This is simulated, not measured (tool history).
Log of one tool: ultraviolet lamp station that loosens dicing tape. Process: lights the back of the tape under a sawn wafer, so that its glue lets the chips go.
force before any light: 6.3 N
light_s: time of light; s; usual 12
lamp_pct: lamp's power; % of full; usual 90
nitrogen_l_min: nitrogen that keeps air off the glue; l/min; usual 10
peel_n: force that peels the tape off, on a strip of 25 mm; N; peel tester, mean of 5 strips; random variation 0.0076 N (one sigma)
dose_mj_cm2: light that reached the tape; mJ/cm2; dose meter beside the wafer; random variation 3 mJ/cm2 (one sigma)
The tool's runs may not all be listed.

run,hour,light_s,lamp_pct,nitrogen_l_min,peel_n,dose_mj_cm2
1,0,12,90,10,0.398,381
2,57.2,12,90,10,0.417,374
3,115.8,12,90,10,0.444,362
4,159.6,12,90,4,0.896,362
5,225.2,12,90,4,0.9,355
6,296.5,12,69,4,1.452,260
7,330.2,9,90,10,0.93,248
8,361.4,9,90,10,0.974,250
9,419.8,9,90,10,0.981,245
10,471.7,9,90,10,1.011,237
11,536.7,8,73,6,2.064,163
# hour 543.6: window cleaned of glue's vapour
12,598.1,12,90,16,0.588,282
13,651.9,13,90,12,0.608,296
14,712.2,13,90,12,0.677,287
15,754.7,13,90,12,0.676,281
16,830.4,13,90,12,0.713,272
17,876.5,12,69,19,1.133,188

3 ways to go on from here, each from the tool as it stands after run 17. What would each give?
A,922.8,12,64,10,?,?
B,922.8,10,92,5,?,?
C,922.8,12,72,10,?,?

run,peel_n,dose_mj_cm2
A,1.724,169
B,1.839,205
C,1.426,193
Without the tool's hidden state the same runs would have given:
run,peel_n,dose_mj_cm2
A,0.626,310
B,0.696,374
C,0.469,353

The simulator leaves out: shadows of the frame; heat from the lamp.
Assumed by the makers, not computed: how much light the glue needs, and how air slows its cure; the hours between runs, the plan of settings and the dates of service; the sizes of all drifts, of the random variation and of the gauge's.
